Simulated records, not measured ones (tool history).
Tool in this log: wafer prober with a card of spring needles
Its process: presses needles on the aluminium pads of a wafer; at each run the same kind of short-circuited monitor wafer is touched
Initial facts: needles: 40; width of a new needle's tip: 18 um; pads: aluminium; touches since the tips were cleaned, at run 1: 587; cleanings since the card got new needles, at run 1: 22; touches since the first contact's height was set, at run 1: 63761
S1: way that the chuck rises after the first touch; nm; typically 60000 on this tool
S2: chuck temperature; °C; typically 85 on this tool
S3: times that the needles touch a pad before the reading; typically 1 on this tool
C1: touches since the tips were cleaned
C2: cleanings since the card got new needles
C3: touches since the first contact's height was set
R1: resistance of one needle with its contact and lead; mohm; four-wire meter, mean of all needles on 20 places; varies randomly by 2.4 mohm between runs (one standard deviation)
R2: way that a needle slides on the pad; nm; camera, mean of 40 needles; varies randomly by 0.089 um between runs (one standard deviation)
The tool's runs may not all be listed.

Run 1, day 0.000: usual settings; C1 587; C2 22; C3 63761. Result: R1 284 mohm, R2 14600 nm.
At day 0.192: tips cleaned on abrasive film.
At day 0.429: tips cleaned on abrasive film.
Run 2, day 0.542: usual settings; C1 1162; C2 24; C3 69322. Result: R1 280 mohm, R2 14450 nm.
At day 0.675: tips cleaned on abrasive film.
Run 3, day 0.846: usual settings; C1 1780; C2 25; C3 72441. Result: R1 278 mohm, R2 14490 nm.
At day 0.942: tips cleaned on abrasive film.
At day 1.196: tips cleaned on abrasive film.
Run 4, day 1.304: usual settings; C1 1153; C2 27; C3 77131. Result: R1 281 mohm, R2 14450 nm.
At day 1.433: tips cleaned on abrasive film.
At day 1.683: tips cleaned on abrasive film.
Run 5, day 1.721: usual settings but S2 47 °C; C1 369; C2 29; C3 81376. Result: R1 270 mohm, R2 14550 nm.
At day 1.958: tips cleaned on abrasive film.
Run 6, day 1.958: usual settings but S2 47 °C; C1 0; C2 30; C3 83791. Result: R1 267 mohm, R2 14520 nm.
At day 2.208: tips cleaned on abrasive film.
Run 7, day 2.233: usual settings but S2 47 °C; C1 257; C2 31; C3 86612. Result: R1 268 mohm, R2 14440 nm.
At day 2.446: tips cleaned on abrasive film.
At day 2.712: tips cleaned on abrasive film.
Run 8, day 2.742: usual settings but S2 47 °C; C1 319; C2 33; C3 91851. Result: R1 269 mohm, R2 14350 nm.
At day 2.958: tips cleaned on abrasive film.
At day 3.058: height of the first contact set anew.
Run 9, day 3.192: usual settings but S2 47 °C; C1 2303; C2 34; C3 1376. Result: R1 271 mohm, R2 14540 nm.
At day 3.229: tips cleaned on abrasive film.
At day 3.475: tips cleaned on abrasive film.
Run 10, day 3.621: usual settings but S1 71000 nm; C1 1540; C2 36; C3 5759. Result: R1 274 mohm, R2 17130 nm.
At day 3.708: tips cleaned on abrasive film.
At day 3.962: tips cleaned on abrasive film.
Run 11, day 4.017: usual settings but S1 71000 nm; C1 580; C2 38; C3 9810. Result: R1 277 mohm, R2 17090 nm.
At day 4.233: tips cleaned on abrasive film.
Run 12, day 4.333: usual settings but S1 71000 nm; C1 1006; C2 39; C3 13025. Result: R1 274 mohm, R2 17180 nm.
At day 4.475: tips cleaned on abrasive film.
Run 13, day 4.596: usual settings but S1 71000 nm, S2 38 °C, S3 2; C1 1257; C2 40; C3 15753. Result: R1 263 mohm, R2 17190 nm.
At day 4.721: tips cleaned on abrasive film.
At day 4.962: tips cleaned on abrasive film.
Run 14, day 4.971: usual settings but S1 44000 nm, S2 82 °C, S3 2; C1 92; C2 42; C3 19559. Result: R1 281 mohm, R2 10630 nm.
At day 5.225: tips cleaned on abrasive film.
Run 15, day 5.371: usual settings but S1 44000 nm, S2 82 °C, S3 2; C1 1508; C2 43; C3 23659. Result: R1 288 mohm, R2 10600 nm.
At day 5.496: tips cleaned on abrasive film.
At day 5.762: tips cleaned on abrasive film.
Run 16, day 5.838: usual settings but S1 51000 nm, S2 122 °C, S3 2; C1 759; C2 45; C3 28442. Result: R1 293 mohm, R2 12280 nm.
At day 6.021: tips cleaned on abrasive film.
Run 17, day 6.154: usual settings but S2 48 °C; C1 1356; C2 46; C3 31688. Result: R1 267 mohm, R2 14490 nm.
At day 6.300: tips cleaned on abrasive film.
At day 6.562: tips cleaned on abrasive film.
Run 18, day 6.562: usual settings but S1 57000 nm; C1 0; C2 48; C3 35851. Result: R1 280 mohm, R2 13860 nm.
At day 6.800: tips cleaned on abrasive film.
Run 19, day 6.900: usual settings but S2 35 °C, S3 2; C1 1006; C2 49; C3 39318. Result: R1 260 mohm, R2 14310 nm.
At day 7.050: tips cleaned on abrasive film.
Run 20, day 7.154: usual settings but S2 35 °C, S3 2; C1 1085; C2 50; C3 41929. Result: R1 265 mohm, R2 14410 nm.
At day 7.292: tips cleaned on abrasive film.
Run 21, day 7.483: usual settings but S3 2; C1 2000; C2 51; C3 45346. Result: R1 275 mohm, R2 14310 nm.

5 options for the next run, each taken on its own from the tool as it stands now. Forecast them:
At day 7.525: tips cleaned on abrasive film.
At day 7.779: tips cleaned on abrasive film.
Run A, day 7.833: usual settings but S2 27 °C; C1 530; C2 53; C3 48863. Result: R1 ?, R2 ?.
At day 7.525: tips cleaned on abrasive film.
At day 7.779: tips cleaned on abrasive film.
Run B, day 7.833: usual settings but S2 115 °C; C1 530; C2 53; C3 48863. Result: R1 ?, R2 ?.
At day 7.525: tips cleaned on abrasive film.
At day 7.779: tips cleaned on abrasive film.
Run C, day 7.833: usual settings but S1 58000 nm, S2 33 °C, S3 3; C1 530; C2 53; C3 48863. Result: R1 ?, R2 ?.
At day 7.525: tips cleaned on abrasive film.
At day 7.779: tips cleaned on abrasive film.
Run D, day 7.833: usual settings but S1 42000 nm, S3 2; C1 530; C2 53; C3 48863. Result: R1 ?, R2 ?.
At day 7.525: tips cleaned on abrasive film.
At day 7.779: tips cleaned on abrasive film.
Run E, day 7.833: usual settings; C1 530; C2 53; C3 48863. Result: R1 ?, R2 ?.

run   R1     R2
  A  260  14530
  B  286  14370
  C  266  13900
  D  286  10190
  E  279  14470
Take away the tool's hidden state, keep each run's random variation, and the runs would have read:
run   R1     R2
  A  260  14540
  B  285  14380
  C  266  13910
  D  286  10190
  E  278  14480
